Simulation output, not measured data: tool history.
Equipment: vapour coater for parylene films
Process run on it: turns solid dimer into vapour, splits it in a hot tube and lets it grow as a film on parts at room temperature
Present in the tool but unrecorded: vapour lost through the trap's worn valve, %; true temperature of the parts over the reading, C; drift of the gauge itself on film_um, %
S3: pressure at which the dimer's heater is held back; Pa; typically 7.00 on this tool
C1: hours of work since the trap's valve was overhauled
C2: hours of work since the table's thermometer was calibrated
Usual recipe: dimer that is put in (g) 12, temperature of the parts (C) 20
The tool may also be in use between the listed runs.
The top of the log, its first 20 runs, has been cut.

run 21 hour=343.0 | dimer_that_is_put_in_(g)=11 temperature_of_the_parts_(C)=15 S3=2.59 | C1=257 C2=661 | thickness_of_the_film_(um)=11.00
-- hour=348.1 trap's valve overhauled
run 22 hour=361.2 | dimer_that_is_put_in_(g)=11 temperature_of_the_parts_(C)=15 S3=2.59 | C1=8 C2=670 | thickness_of_the_film_(um)=10.74
run 23 hour=374.4 | dimer_that_is_put_in_(g)=11 temperature_of_the_parts_(C)=15 S3=2.59 | C1=16 C2=678 | thickness_of_the_film_(um)=10.82
run 24 hour=385.8 | dimer_that_is_put_in_(g)=11 temperature_of_the_parts_(C)=15 S3=2.59 | C1=23 C2=684 | thickness_of_the_film_(um)=10.79
run 25 hour=406.1 | dimer_that_is_put_in_(g)=11 temperature_of_the_parts_(C)=15 S3=2.59 | C1=35 C2=697 | thickness_of_the_film_(um)=10.68
-- hour=434.5 trap's valve overhauled, once more
run 26 hour=435.8 | dimer_that_is_put_in_(g)=12 temperature_of_the_parts_(C)=13 S3=7.00 | C1=1 C2=712 | thickness_of_the_film_(um)=11.47
run 27 hour=452.6 | dimer_that_is_put_in_(g)=15 temperature_of_the_parts_(C)=18 S3=4.17 | C1=11 C2=722 | thickness_of_the_film_(um)=13.33
run 28 hour=471.4 | dimer_that_is_put_in_(g)=10 temperature_of_the_parts_(C)=31 S3=2.15 | C1=22 C2=734 | thickness_of_the_film_(um)=6.34
run 29 hour=493.9 | dimer_that_is_put_in_(g)=10 temperature_of_the_parts_(C)=31 S3=2.15 | C1=36 C2=747 | thickness_of_the_film_(um)=6.42
run 30 hour=511.9 | dimer_that_is_put_in_(g)=10 temperature_of_the_parts_(C)=31 S3=2.15 | C1=47 C2=758 | thickness_of_the_film_(um)=6.42
run 31 hour=525.0 | dimer_that_is_put_in_(g)=7 temperature_of_the_parts_(C)=12 S3=7.00 | C1=54 C2=766 | thickness_of_the_film_(um)=6.97
run 32 hour=540.7 | dimer_that_is_put_in_(g)=11 temperature_of_the_parts_(C)=19 S3=4.90 | C1=64 C2=775 | thickness_of_the_film_(um)=9.12
run 33 hour=557.1 | dimer_that_is_put_in_(g)=11 temperature_of_the_parts_(C)=19 S3=4.90 | C1=74 C2=785 | thickness_of_the_film_(um)=9.20
run 34 hour=568.8 | dimer_that_is_put_in_(g)=11 temperature_of_the_parts_(C)=19 S3=4.90 | C1=81 C2=792 | thickness_of_the_film_(um)=9.04

Alternative continuations, all from the tool just after run 34; predict every row:
run A hour=592.9 | dimer_that_is_put_in_(g)=11 temperature_of_the_parts_(C)=19 S3=2.93 | C1=95 C2=807 | thickness_of_the_film_(um)=?
run B hour=592.9 | dimer_that_is_put_in_(g)=5 temperature_of_the_parts_(C)=20 S3=3.21 | C1=95 C2=807 | thickness_of_the_film_(um)=?
run C hour=592.9 | dimer_that_is_put_in_(g)=20 temperature_of_the_parts_(C)=16 S3=4.03 | C1=95 C2=807 | thickness_of_the_film_(um)=?
run D hour=592.9 | dimer_that_is_put_in_(g)=11 temperature_of_the_parts_(C)=22 S3=5.18 | C1=95 C2=807 | thickness_of_the_film_(um)=?
run E hour=592.9 | dimer_that_is_put_in_(g)=6 temperature_of_the_parts_(C)=16 S3=4.75 | C1=95 C2=807 | thickness_of_the_film_(um)=?

run=A thickness_of_the_film_(um)=9.80
run=B thickness_of_the_film_(um)=4.30
run=C thickness_of_the_film_(um)=18.83
run=D thickness_of_the_film_(um)=8.14
run=E thickness_of_the_film_(um)=5.54
What these runs would have given with no unlogged condition in the tool:
run=A thickness_of_the_film_(um)=9.91
run=B thickness_of_the_film_(um)=4.34
run=C thickness_of_the_film_(um)=19.03
run=D thickness_of_the_film_(um)=8.22
run=E thickness_of_the_film_(um)=5.60
